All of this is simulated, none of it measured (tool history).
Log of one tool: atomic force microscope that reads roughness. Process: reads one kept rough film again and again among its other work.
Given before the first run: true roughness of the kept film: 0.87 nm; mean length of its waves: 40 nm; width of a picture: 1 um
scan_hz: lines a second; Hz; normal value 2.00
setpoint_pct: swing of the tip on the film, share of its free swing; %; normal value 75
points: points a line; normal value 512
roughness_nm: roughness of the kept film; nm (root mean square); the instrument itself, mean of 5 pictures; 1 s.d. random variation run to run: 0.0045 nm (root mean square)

run     day  scan_hz  setpoint_pct  points  roughness_nm
  1   0.000     2.00            75     512         0.769
  2   2.162     2.00            75     918         0.775
  3   3.292     2.00            75     918         0.775
  4   5.462     2.00            75     529         0.766
  5   6.542     2.00            75     529         0.780
  6   7.783     2.00            75     529         0.773
  7   9.117     2.00            75     512         0.772
     10.517  -- new tip fitted
  8  11.671     2.00            75     512         0.774
  9  13.188     1.57            75     997         0.791
 10  15.108     2.13            57     901         0.831
 11  17.108     2.00            59     332         0.821
 12  19.100     2.00            59     332         0.815
 13  21.417     2.00            59     332         0.817
     22.912  -- new tip fitted
 14  23.158     1.82            59    1008         0.819
 15  25.129     2.00            70     312         0.790

What if the next run were any one of these 5? Each begins from the tool's condition after run 15:
  A  26.700     3.39            75     694             ?
  B  26.700     0.92            65     542             ?
  C  26.700     2.00            86     576             ?
  D  26.700     1.49            60     312             ?
  E  26.700     1.04            70     312             ?

run  roughness_nm
  A         0.725
  B         0.841
  C         0.727
  D         0.825
  E         0.812
Without the tool's hidden state the same runs would have given:
run  roughness_nm
  A         0.726
  B         0.842
  C         0.727
  D         0.826
  E         0.812
